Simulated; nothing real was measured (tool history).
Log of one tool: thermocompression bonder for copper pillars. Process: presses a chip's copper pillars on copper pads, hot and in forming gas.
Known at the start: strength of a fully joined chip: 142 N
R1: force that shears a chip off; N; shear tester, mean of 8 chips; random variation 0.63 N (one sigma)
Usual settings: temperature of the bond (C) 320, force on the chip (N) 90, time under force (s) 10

Run 1, hour 0.0: usual settings. Result: R1 97.2 N.
Run 2, hour 8.8: usual settings. Result: R1 97.3 N.
Run 3, hour 15.6: usual settings. Result: R1 97.4 N.
Run 4, hour 24.4: usual settings. Result: R1 96.6 N.
Run 5, hour 33.0: usual settings. Result: R1 95.9 N.
Run 6, hour 42.0: usual settings but force on the chip (N) 97. Result: R1 100.5 N.
Run 7, hour 46.3: usual settings but force on the chip (N) 97. Result: R1 101.4 N.
Run 8, hour 52.7: usual settings but time under force (s) 5. Result: R1 78.7 N.
Run 9, hour 59.2: usual settings but temperature of the bond (C) 306. Result: R1 85.6 N.
Run 10, hour 64.6: usual settings but temperature of the bond (C) 306. Result: R1 85.8 N.
Run 11, hour 73.5: usual settings but temperature of the bond (C) 306. Result: R1 85.3 N.
Run 12, hour 77.4: usual settings but temperature of the bond (C) 306. Result: R1 85.2 N.
Run 13, hour 81.6: usual settings but time under force (s) 9. Result: R1 93.4 N.
Run 14, hour 89.0: usual settings but time under force (s) 9. Result: R1 93.2 N.
Run 15, hour 93.8: usual settings but temperature of the bond (C) 304. Result: R1 84.5 N.
Run 16, hour 99.7: usual settings but temperature of the bond (C) 337. Result: R1 108.7 N.
Run 17, hour 104.2: usual settings but temperature of the bond (C) 295, force on the chip (N) 63, time under force (s) 5. Result: R1 44.7 N.
Run 18, hour 111.7: usual settings but temperature of the bond (C) 295, force on the chip (N) 66, time under force (s) 5. Result: R1 46.5 N.
Run 19, hour 116.3: usual settings but temperature of the bond (C) 317, force on the chip (N) 66, time under force (s) 7. Result: R1 68.6 N.
Run 20, hour 124.5: usual settings but temperature of the bond (C) 301, force on the chip (N) 76. Result: R1 71.6 N.
Run 21, hour 129.8: usual settings but temperature of the bond (C) 301, force on the chip (N) 105, time under force (s) 14. Result: R1 98.3 N.
Run 22, hour 137.1: usual settings but temperature of the bond (C) 306, force on the chip (N) 133, time under force (s) 6. Result: R1 94.0 N.
Run 23, hour 145.2: usual settings but temperature of the bond (C) 306, force on the chip (N) 133, time under force (s) 6. Result: R1 93.5 N.
Run 24, hour 149.6: usual settings but temperature of the bond (C) 306, force on the chip (N) 133, time under force (s) 6. Result: R1 93.8 N.
Run 25, hour 155.6: usual settings but temperature of the bond (C) 327, force on the chip (N) 57. Result: R1 76.1 N.
Run 26, hour 159.7: usual settings but temperature of the bond (C) 309, force on the chip (N) 57. Result: R1 63.7 N.
Run 27, hour 167.9: usual settings but temperature of the bond (C) 313, force on the chip (N) 57, time under force (s) 8. Result: R1 61.9 N.
Run 28, hour 175.9: usual settings but temperature of the bond (C) 313, force on the chip (N) 57, time under force (s) 8. Result: R1 60.8 N.
Run 29, hour 183.5: usual settings but temperature of the bond (C) 313, force on the chip (N) 57, time under force (s) 8. Result: R1 61.2 N.

The next listed run, before its measurement:
Run 30, hour 188.4: usual settings but temperature of the bond (C) 313, force on the chip (N) 57, time under force (s) 8. Result: R1 ?.

Run 30 gave R1 60.8 N.
Without the tool's hidden state the same run would have given R1 61.1 N.
